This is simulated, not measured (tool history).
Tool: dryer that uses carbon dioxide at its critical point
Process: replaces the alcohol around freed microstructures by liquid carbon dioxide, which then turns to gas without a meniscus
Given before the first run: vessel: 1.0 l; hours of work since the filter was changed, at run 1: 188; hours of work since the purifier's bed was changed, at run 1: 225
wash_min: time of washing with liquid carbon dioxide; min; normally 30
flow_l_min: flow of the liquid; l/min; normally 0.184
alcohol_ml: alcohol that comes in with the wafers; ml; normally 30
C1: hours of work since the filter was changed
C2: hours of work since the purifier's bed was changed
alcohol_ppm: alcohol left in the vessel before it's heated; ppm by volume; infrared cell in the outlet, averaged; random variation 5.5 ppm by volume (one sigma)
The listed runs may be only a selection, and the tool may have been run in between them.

Run 1, hour 0.0: usual settings; C1 188; C2 225. Result: alcohol_ppm 311 ppm by volume.
Run 2, hour 25.5: usual settings; C1 201; C2 238. Result: alcohol_ppm 322 ppm by volume.
Run 3, hour 43.4: usual settings; C1 210; C2 248. Result: alcohol_ppm 335 ppm by volume.
Run 4, hour 63.0: usual settings; C1 221; C2 258. Result: alcohol_ppm 323 ppm by volume.
Run 5, hour 89.8: usual settings; C1 234; C2 272. Result: alcohol_ppm 351 ppm by volume.
Run 6, hour 110.6: usual settings but wash_min 23 min, alcohol_ml 88 ml; C1 245; C2 283. Result: alcohol_ppm 2606 ppm by volume.
Run 7, hour 138.7: usual settings but wash_min 23 min, alcohol_ml 88 ml; C1 260; C2 297. Result: alcohol_ppm 2696 ppm by volume.
Run 8, hour 167.1: usual settings but wash_min 23 min, alcohol_ml 88 ml; C1 275; C2 312. Result: alcohol_ppm 2752 ppm by volume.
At hour 177.4: inlet filter changed.
Run 9, hour 195.1: usual settings but wash_min 23 min, alcohol_ml 88 ml; C1 9; C2 326. Result: alcohol_ppm 1566 ppm by volume.
Run 10, hour 224.9: usual settings but wash_min 32 min, alcohol_ml 78 ml; C1 25; C2 341. Result: alcohol_ppm 356 ppm by volume.

Results for each run, recomputed without the tool's hidden state and with each run's random variation untouched:
Unlogged tool condition in this case: flow that reaches the vessel past the clogged filter, %; alcohol in the recycled carbon dioxide, ppm; drift of the gauge itself on alcohol_ppm, %.
run  alcohol_ppm
  1          150
  2          146
  3          150
  4          132
  5          144
  6         1443
  7         1440
  8         1429
  9         1455
 10          258
